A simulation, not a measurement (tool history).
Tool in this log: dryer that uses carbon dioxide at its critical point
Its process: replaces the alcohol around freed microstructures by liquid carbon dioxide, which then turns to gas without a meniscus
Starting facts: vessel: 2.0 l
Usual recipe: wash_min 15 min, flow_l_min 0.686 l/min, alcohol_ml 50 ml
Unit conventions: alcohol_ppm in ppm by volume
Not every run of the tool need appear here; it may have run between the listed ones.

{"run": 1, "hour": 0.0, "wash_min": 15, "flow_l_min": 0.686, "alcohol_ml": 50, "alcohol_ppm": 439}
{"run": 2, "hour": 31.8, "wash_min": 15, "flow_l_min": 0.686, "alcohol_ml": 50, "alcohol_ppm": 445}
{"run": 3, "hour": 95.3, "wash_min": 15, "flow_l_min": 0.686, "alcohol_ml": 50, "alcohol_ppm": 465}
{"run": 4, "hour": 154.7, "wash_min": 15, "flow_l_min": 0.649, "alcohol_ml": 50, "alcohol_ppm": 580}
{"run": 5, "hour": 184.0, "wash_min": 15, "flow_l_min": 0.649, "alcohol_ml": 50, "alcohol_ppm": 596}
{"run": 6, "hour": 226.2, "wash_min": 15, "flow_l_min": 0.649, "alcohol_ml": 50, "alcohol_ppm": 608}
{"run": 7, "hour": 289.0, "wash_min": 15, "flow_l_min": 0.649, "alcohol_ml": 50, "alcohol_ppm": 602}
{"run": 8, "hour": 335.0, "wash_min": 15, "flow_l_min": 0.649, "alcohol_ml": 50, "alcohol_ppm": 644}
{"run": 9, "hour": 378.5, "wash_min": 17, "flow_l_min": 0.542, "alcohol_ml": 50, "alcohol_ppm": 780}
{"run": 10, "hour": 410.3, "wash_min": 17, "flow_l_min": 1.03, "alcohol_ml": 109, "alcohol_ppm": 138}
{"run": 11, "hour": 448.6, "wash_min": 17, "flow_l_min": 1.03, "alcohol_ml": 109, "alcohol_ppm": 139}
{"run": 12, "hour": 499.9, "wash_min": 14, "flow_l_min": 0.616, "alcohol_ml": 50, "alcohol_ppm": 1056}

Table of differences, measured result less the result of that run with no hidden state. Run-to-run variation is the same in both. Gauge scatter possibly is not:
Hidden state present: flow that reaches the vessel past the clogged filter, %; alcohol in the recycled carbon dioxide, ppm; drift of the gauge itself on alcohol_ppm, %.
run=1 alcohol_ppm=+166
run=2 alcohol_ppm=+172
run=3 alcohol_ppm=+192
run=4 alcohol_ppm=+236
run=5 alcohol_ppm=+252
run=6 alcohol_ppm=+269
run=7 alcohol_ppm=+279
run=8 alcohol_ppm=+304
run=9 alcohol_ppm=+366
run=10 alcohol_ppm=+101
run=11 alcohol_ppm=+107
run=12 alcohol_ppm=+498

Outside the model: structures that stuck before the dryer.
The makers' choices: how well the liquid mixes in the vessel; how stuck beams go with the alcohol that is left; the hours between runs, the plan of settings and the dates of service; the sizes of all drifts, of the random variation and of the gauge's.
